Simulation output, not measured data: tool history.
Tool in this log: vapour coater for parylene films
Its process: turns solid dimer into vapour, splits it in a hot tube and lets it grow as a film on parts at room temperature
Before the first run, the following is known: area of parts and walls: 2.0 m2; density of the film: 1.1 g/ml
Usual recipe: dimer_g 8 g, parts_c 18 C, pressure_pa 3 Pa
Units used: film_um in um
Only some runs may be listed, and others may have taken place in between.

run,hour,dimer_g,parts_c,pressure_pa,film_um
1,0,8,18,3,2.21
2,54.4,8,18,3,2.16
3,124.8,8,18,3,2.17
4,199.9,8,18,3,2.15
5,269.8,8,18,3,2.17
6,321.6,8,18,3,2.19
7,384.2,8,18,3,2.15
8,451.1,8,18,3,2.15
9,504.9,8,18,3,2.15
10,572.5,8,18,3,2.16
11,637,8,18,5.17,1.87
# hour 644.2: table's thermometer calibrated
12,681.7,8,18,5.17,1.88
13,734.7,8,18,6.65,1.75
# hour 787.5: table's thermometer calibrated, once more
14,789.5,8,18,3,2.04
15,834,8,18,3,2.03
# hour 852.3: trap's valve overhauled
16,899.5,8,18,3,2.16
17,956.1,8,12,3,2.88
18,1004.9,8,18,3,2.15
19,1071.3,8,18,3,2.17
20,1114,8,18,3,2.13
21,1153.3,14,15,2.49,4.49
22,1210,8,22,4.29,1.6
23,1273.8,8,22,4.29,1.61
24,1327.5,8,19,2.01,2.23
25,1386.9,8,19,2.01,2.23
26,1420.6,8,18,3,2.13
27,1461.8,8,18,3,2.12
28,1504.7,8,18,3,2.1
29,1564.8,8,18,3,2.1
30,1624,13,27,7.99,1.75
31,1688.4,12,12,7.62,3.37
32,1726.9,12,12,7.62,3.42
33,1769.4,12,12,7.62,3.39
34,1820.8,4,16,3.84,1.07
# hour 1872.2: trap's valve overhauled
35,1872.2,4,16,3.84,1.11
36,1947.3,8,28,6.08,1.13
37,2010.4,8,18,3.39,2.11
38,2075.3,8,18,3,2.15
39,2149.5,8,18,3,2.18

Here are 3 independent what-if runs from the current tool condition. What would each one return?
A,2185.9,12,28,3,?
B,2185.9,6,16,5.99,?
C,2185.9,9,20,8.52,?

run,film_um
A,1.96
B,1.51
C,1.72
Without the tool's unlogged condition, the same runs would have read:
run,film_um
A,1.99
B,1.53
C,1.74

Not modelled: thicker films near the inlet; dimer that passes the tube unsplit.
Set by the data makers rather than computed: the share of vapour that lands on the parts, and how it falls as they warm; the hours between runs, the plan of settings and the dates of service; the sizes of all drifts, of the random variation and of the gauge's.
